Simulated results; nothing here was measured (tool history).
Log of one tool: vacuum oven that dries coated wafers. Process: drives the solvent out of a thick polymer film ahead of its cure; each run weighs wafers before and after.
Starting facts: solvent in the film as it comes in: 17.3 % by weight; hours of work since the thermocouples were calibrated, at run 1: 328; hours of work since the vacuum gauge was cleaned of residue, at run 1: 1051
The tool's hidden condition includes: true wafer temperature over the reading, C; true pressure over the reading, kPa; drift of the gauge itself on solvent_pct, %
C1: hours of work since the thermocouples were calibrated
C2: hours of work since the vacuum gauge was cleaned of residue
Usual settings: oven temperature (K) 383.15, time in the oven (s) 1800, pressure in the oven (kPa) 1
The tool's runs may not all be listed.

{"run": 1, "hour": 0.0, "oven temperature (K)": 383.15, "time in the oven (s)": 1800, "pressure in the oven (kPa)": 1, "C1": 328, "C2": 1051, "solvent left in the film (%)": 2.21}
{"run": 2, "hour": 83.3, "oven temperature (K)": 383.15, "time in the oven (s)": 1800, "pressure in the oven (kPa)": 1, "C1": 385, "C2": 1108, "solvent left in the film (%)": 2.26}
{"run": 3, "hour": 132.4, "oven temperature (K)": 383.15, "time in the oven (s)": 2040, "pressure in the oven (kPa)": 1, "C1": 418, "C2": 1142, "solvent left in the film (%)": 1.89}
{"run": 4, "hour": 211.4, "oven temperature (K)": 383.15, "time in the oven (s)": 2040, "pressure in the oven (kPa)": 1, "C1": 472, "C2": 1196, "solvent left in the film (%)": 1.88}
{"run": 5, "hour": 304.2, "oven temperature (K)": 383.15, "time in the oven (s)": 2040, "pressure in the oven (kPa)": 1, "C1": 536, "C2": 1260, "solvent left in the film (%)": 1.85}
{"run": 6, "hour": 366.7, "oven temperature (K)": 383.15, "time in the oven (s)": 1200, "pressure in the oven (kPa)": 1, "C1": 579, "C2": 1303, "solvent left in the film (%)": 3.66}
{"hour": 443.3, "done": "vacuum gauge cleaned of residue and calibrated"}
{"run": 7, "hour": 452.4, "oven temperature (K)": 383.15, "time in the oven (s)": 1200, "pressure in the oven (kPa)": 1, "C1": 636, "C2": 6, "solvent left in the film (%)": 3.32}
{"run": 8, "hour": 524.5, "oven temperature (K)": 383.15, "time in the oven (s)": 1200, "pressure in the oven (kPa)": 1, "C1": 686, "C2": 56, "solvent left in the film (%)": 3.35}
{"hour": 543.4, "done": "oven's thermocouples calibrated"}
{"run": 9, "hour": 614.9, "oven temperature (K)": 394.15, "time in the oven (s)": 1800, "pressure in the oven (kPa)": 1, "C1": 49, "C2": 116, "solvent left in the film (%)": 0.62}
{"run": 10, "hour": 669.2, "oven temperature (K)": 383.15, "time in the oven (s)": 1800, "pressure in the oven (kPa)": 1, "C1": 86, "C2": 153, "solvent left in the film (%)": 2.19}
{"run": 11, "hour": 749.1, "oven temperature (K)": 383.15, "time in the oven (s)": 1800, "pressure in the oven (kPa)": 1, "C1": 141, "C2": 208, "solvent left in the film (%)": 2.22}
{"run": 12, "hour": 803.5, "oven temperature (K)": 388.15, "time in the oven (s)": 1800, "pressure in the oven (kPa)": 1, "C1": 178, "C2": 245, "solvent left in the film (%)": 1.28}
{"run": 13, "hour": 879.3, "oven temperature (K)": 388.15, "time in the oven (s)": 1800, "pressure in the oven (kPa)": 1, "C1": 230, "C2": 297, "solvent left in the film (%)": 1.21}
{"run": 14, "hour": 938.6, "oven temperature (K)": 372.15, "time in the oven (s)": 1800, "pressure in the oven (kPa)": 1, "C1": 271, "C2": 338, "solvent left in the film (%)": 5.7}
{"run": 15, "hour": 999.3, "oven temperature (K)": 372.15, "time in the oven (s)": 1800, "pressure in the oven (kPa)": 1, "C1": 312, "C2": 380, "solvent left in the film (%)": 5.66}
{"run": 16, "hour": 1055.1, "oven temperature (K)": 383.15, "time in the oven (s)": 1800, "pressure in the oven (kPa)": 1, "C1": 350, "C2": 418, "solvent left in the film (%)": 2.17}
{"run": 17, "hour": 1114.0, "oven temperature (K)": 383.15, "time in the oven (s)": 1800, "pressure in the oven (kPa)": 0.51, "C1": 391, "C2": 458, "solvent left in the film (%)": 1.86}
{"run": 18, "hour": 1185.8, "oven temperature (K)": 384.15, "time in the oven (s)": 1800, "pressure in the oven (kPa)": 1, "C1": 440, "C2": 507, "solvent left in the film (%)": 1.9}
{"run": 19, "hour": 1277.9, "oven temperature (K)": 384.15, "time in the oven (s)": 1800, "pressure in the oven (kPa)": 1, "C1": 503, "C2": 570, "solvent left in the film (%)": 2}
{"run": 20, "hour": 1358.1, "oven temperature (K)": 383.15, "time in the oven (s)": 1800, "pressure in the oven (kPa)": 1, "C1": 558, "C2": 625, "solvent left in the film (%)": 2.16}
{"run": 21, "hour": 1438.4, "oven temperature (K)": 383.15, "time in the oven (s)": 1800, "pressure in the oven (kPa)": 1, "C1": 613, "C2": 680, "solvent left in the film (%)": 2.1}
{"run": 22, "hour": 1487.5, "oven temperature (K)": 383.15, "time in the oven (s)": 1800, "pressure in the oven (kPa)": 1, "C1": 647, "C2": 714, "solvent left in the film (%)": 2.12}
{"run": 23, "hour": 1534.8, "oven temperature (K)": 383.15, "time in the oven (s)": 1800, "pressure in the oven (kPa)": 1, "C1": 679, "C2": 746, "solvent left in the film (%)": 2.14}
{"hour": 1566.7, "done": "oven's thermocouples calibrated"}
{"run": 24, "hour": 1579.9, "oven temperature (K)": 397.15, "time in the oven (s)": 3000, "pressure in the oven (kPa)": 2.32, "C1": 9, "C2": 776, "solvent left in the film (%)": 1.11}
{"run": 25, "hour": 1661.0, "oven temperature (K)": 397.15, "time in the oven (s)": 3000, "pressure in the oven (kPa)": 2.32, "C1": 65, "C2": 831, "solvent left in the film (%)": 1.09}
{"run": 26, "hour": 1716.1, "oven temperature (K)": 375.15, "time in the oven (s)": 1080, "pressure in the oven (kPa)": 1.04, "C1": 102, "C2": 869, "solvent left in the film (%)": 7.24}
{"run": 27, "hour": 1794.2, "oven temperature (K)": 397.15, "time in the oven (s)": 1860, "pressure in the oven (kPa)": 1, "C1": 156, "C2": 923, "solvent left in the film (%)": 0.63}
{"run": 28, "hour": 1885.1, "oven temperature (K)": 385.15, "time in the oven (s)": 1860, "pressure in the oven (kPa)": 1.9, "C1": 218, "C2": 985, "solvent left in the film (%)": 2.27}
{"run": 29, "hour": 1931.3, "oven temperature (K)": 385.15, "time in the oven (s)": 1860, "pressure in the oven (kPa)": 2.93, "C1": 250, "C2": 1017, "solvent left in the film (%)": 2.88}
{"run": 30, "hour": 2014.2, "oven temperature (K)": 389.15, "time in the oven (s)": 1140, "pressure in the oven (kPa)": 1.58, "C1": 307, "C2": 1073, "solvent left in the film (%)": 2.57}
{"run": 31, "hour": 2067.4, "oven temperature (K)": 390.15, "time in the oven (s)": 1800, "pressure in the oven (kPa)": 1, "C1": 343, "C2": 1110, "solvent left in the film (%)": 1.06}
{"run": 32, "hour": 2144.8, "oven temperature (K)": 390.15, "time in the oven (s)": 1800, "pressure in the oven (kPa)": 1, "C1": 396, "C2": 1163, "solvent left in the film (%)": 1.07}
{"run": 33, "hour": 2211.1, "oven temperature (K)": 383.15, "time in the oven (s)": 1800, "pressure in the oven (kPa)": 3.47, "C1": 441, "C2": 1208, "solvent left in the film (%)": 3.69}
{"run": 34, "hour": 2274.2, "oven temperature (K)": 387.15, "time in the oven (s)": 1620, "pressure in the oven (kPa)": 1.03, "C1": 485, "C2": 1251, "solvent left in the film (%)": 1.72}
{"run": 35, "hour": 2351.5, "oven temperature (K)": 374.15, "time in the oven (s)": 1620, "pressure in the oven (kPa)": 1.38, "C1": 538, "C2": 1304, "solvent left in the film (%)": 5.66}
{"hour": 2426.5, "done": "vacuum gauge cleaned of residue and calibrated"}
{"run": 36, "hour": 2440.6, "oven temperature (K)": 370.15, "time in the oven (s)": 1140, "pressure in the oven (kPa)": 3.14, "C1": 598, "C2": 10, "solvent left in the film (%)": 9.35}
{"run": 37, "hour": 2510.6, "oven temperature (K)": 370.15, "time in the oven (s)": 1140, "pressure in the oven (kPa)": 3.14, "C1": 646, "C2": 58, "solvent left in the film (%)": 9.29}
{"hour": 2592.3, "done": "oven's thermocouples calibrated"}
{"run": 38, "hour": 2600.7, "oven temperature (K)": 383.15, "time in the oven (s)": 1800, "pressure in the oven (kPa)": 0.85, "C1": 6, "C2": 118, "solvent left in the film (%)": 2.24}
{"run": 39, "hour": 2685.6, "oven temperature (K)": 383.15, "time in the oven (s)": 1800, "pressure in the oven (kPa)": 0.85, "C1": 64, "C2": 176, "solvent left in the film (%)": 2.25}
{"run": 40, "hour": 2761.2, "oven temperature (K)": 373.15, "time in the oven (s)": 1800, "pressure in the oven (kPa)": 0.86, "C1": 116, "C2": 228, "solvent left in the film (%)": 5.44}
{"run": 41, "hour": 2853.2, "oven temperature (K)": 379.15, "time in the oven (s)": 1920, "pressure in the oven (kPa)": 1, "C1": 179, "C2": 291, "solvent left in the film (%)": 3.07}
{"run": 42, "hour": 2907.0, "oven temperature (K)": 393.15, "time in the oven (s)": 2700, "pressure in the oven (kPa)": 2.56, "C1": 216, "C2": 328, "solvent left in the film (%)": 1.32}
{"run": 43, "hour": 2981.5, "oven temperature (K)": 381.15, "time in the oven (s)": 1980, "pressure in the oven (kPa)": 0.85, "C1": 267, "C2": 379, "solvent left in the film (%)": 2.38}
{"run": 44, "hour": 3054.9, "oven temperature (K)": 381.15, "time in the oven (s)": 1980, "pressure in the oven (kPa)": 0.85, "C1": 317, "C2": 429, "solvent left in the film (%)": 2.37}
{"run": 45, "hour": 3118.1, "oven temperature (K)": 381.15, "time in the oven (s)": 1980, "pressure in the oven (kPa)": 0.85, "C1": 360, "C2": 472, "solvent left in the film (%)": 2.35}
{"run": 46, "hour": 3168.7, "oven temperature (K)": 379.15, "time in the oven (s)": 1800, "pressure in the oven (kPa)": 1, "C1": 395, "C2": 507, "solvent left in the film (%)": 3.31}

Here are 5 independent what-if runs from the current tool condition. What would each one return?
{"run": "A", "hour": 3253.5, "oven temperature (K)": 383.15, "time in the oven (s)": 1800, "pressure in the oven (kPa)": 2.37, "C1": 453, "C2": 565, "solvent left in the film (%)": "?"}
{"run": "B", "hour": 3253.5, "oven temperature (K)": 391.15, "time in the oven (s)": 1800, "pressure in the oven (kPa)": 2.78, "C1": 453, "C2": 565, "solvent left in the film (%)": "?"}
{"run": "C", "hour": 3253.5, "oven temperature (K)": 387.15, "time in the oven (s)": 960, "pressure in the oven (kPa)": 0.76, "C1": 453, "C2": 565, "solvent left in the film (%)": "?"}
{"run": "D", "hour": 3253.5, "oven temperature (K)": 374.15, "time in the oven (s)": 1800, "pressure in the oven (kPa)": 1, "C1": 453, "C2": 565, "solvent left in the film (%)": "?"}
{"run": "E", "hour": 3253.5, "oven temperature (K)": 371.15, "time in the oven (s)": 2340, "pressure in the oven (kPa)": 1, "C1": 453, "C2": 565, "solvent left in the film (%)": "?"}

run=A solvent_left_in_the_film_(%)=3.05
run=B solvent_left_in_the_film_(%)=1.84
run=C solvent_left_in_the_film_(%)=3.48
run=D solvent_left_in_the_film_(%)=5.01
run=E solvent_left_in_the_film_(%)=4.84
What these runs would have given with no unlogged condition in the tool:
run=A solvent_left_in_the_film_(%)=2.91
run=B solvent_left_in_the_film_(%)=1.72
run=C solvent_left_in_the_film_(%)=3.37
run=D solvent_left_in_the_film_(%)=4.85
run=E solvent_left_in_the_film_(%)=4.66

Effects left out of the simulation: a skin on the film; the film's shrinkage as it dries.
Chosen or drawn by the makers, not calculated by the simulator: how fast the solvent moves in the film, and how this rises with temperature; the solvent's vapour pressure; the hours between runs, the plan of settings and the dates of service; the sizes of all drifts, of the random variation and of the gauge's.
